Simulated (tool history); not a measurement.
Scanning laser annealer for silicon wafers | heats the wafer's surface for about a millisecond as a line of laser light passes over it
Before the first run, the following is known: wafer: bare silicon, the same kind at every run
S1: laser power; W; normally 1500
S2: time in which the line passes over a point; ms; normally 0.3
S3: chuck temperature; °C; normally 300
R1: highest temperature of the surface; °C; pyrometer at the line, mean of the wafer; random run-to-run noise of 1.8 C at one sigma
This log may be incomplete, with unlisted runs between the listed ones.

run	hour	S1	S2	S3	R1
1	0	1500	0.3	300	1022
2	31.5	1461	0.3	300	997
3	58.1	1500	0.29	300	1008
4	77.3	1500	0.29	300	1007
5	109.8	1500	0.3	300	1017
6	125.8	1500	0.3	300	1016
7	145.4	1500	0.318	300	1039
# hour 152.1: optics aligned, line set to its width
8	177.5	1500	0.318	300	1039
9	201.2	1500	0.318	300	1033
10	225.7	1500	0.318	300	1036
11	256.6	1500	0.318	300	1034
12	282	1353	0.377	298	1006
13	301.9	1500	0.31	326	1049
# hour 317.9: optics aligned, line set to its width, once more
14	334.6	1415	0.31	272	954

Forecast run 15:
# hour 338.8: window over the wafer cleaned
15	350.6	1415	0.223	315	?

{"run 15": {"R1": 916}}
Minus the tool's unlogged condition, the same run would have read R1 915 °C.

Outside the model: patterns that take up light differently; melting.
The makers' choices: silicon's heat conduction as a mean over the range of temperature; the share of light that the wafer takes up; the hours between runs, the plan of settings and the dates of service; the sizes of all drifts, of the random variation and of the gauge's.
